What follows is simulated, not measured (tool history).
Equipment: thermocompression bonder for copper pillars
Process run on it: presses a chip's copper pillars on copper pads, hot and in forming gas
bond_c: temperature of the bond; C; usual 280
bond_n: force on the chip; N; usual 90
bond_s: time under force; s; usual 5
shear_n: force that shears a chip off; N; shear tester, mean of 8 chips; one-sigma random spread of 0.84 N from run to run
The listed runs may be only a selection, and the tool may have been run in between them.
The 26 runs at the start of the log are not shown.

| run | hour | bond_c | bond_n | bond_s | shear_n |
|---|---|---|---|---|---|
|  | 1384.1 | forming gas filter changed |
| 27 | 1392.9 | 280 | 106 | 5 | 74.9 |
| 28 | 1447.1 | 280 | 106 | 5 | 72.8 |
| 29 | 1517.5 | 280 | 106 | 5 | 73.6 |
| 30 | 1582.5 | 291 | 57 | 5 | 61.3 |
|  | 1616.8 | forming gas filter changed |
| 31 | 1625 | 291 | 57 | 5 | 61.2 |
| 32 | 1667.3 | 310 | 103 | 5 | 100.7 |
|  | 1680.7 | heater calibrated with a thermocouple chip |
| 33 | 1719.2 | 285 | 90 | 9 | 86.6 |
| 34 | 1792.4 | 269 | 107 | 5 | 62.4 |
| 35 | 1846 | 269 | 107 | 5 | 62.7 |
|  | 1852.2 | forming gas filter changed |
| 36 | 1920.1 | 293 | 107 | 14 | 105.8 |
| 37 | 1982.1 | 280 | 70 | 9 | 70.9 |
| 38 | 2058.7 | 280 | 108 | 9 | 87.5 |

Forecast each of these 3 alternatives for the next run:
|  | 2083.2 | forming gas filter changed |
| A | 2093.1 | 260 | 90 | 5 | ? |
|  | 2083.2 | forming gas filter changed |
| B | 2093.1 | 280 | 94 | 5 | ? |
|  | 2083.2 | forming gas filter changed |
| C | 2093.1 | 280 | 90 | 5 | ? |

| run | shear_n |
|---|---|
| A | 51.1 |
| B | 69.3 |
| C | 66.2 |
Without the tool's unlogged condition, the same runs would have read:
| run | shear_n |
|---|---|
| A | 51 |
| B | 69.1 |
| C | 66.1 |

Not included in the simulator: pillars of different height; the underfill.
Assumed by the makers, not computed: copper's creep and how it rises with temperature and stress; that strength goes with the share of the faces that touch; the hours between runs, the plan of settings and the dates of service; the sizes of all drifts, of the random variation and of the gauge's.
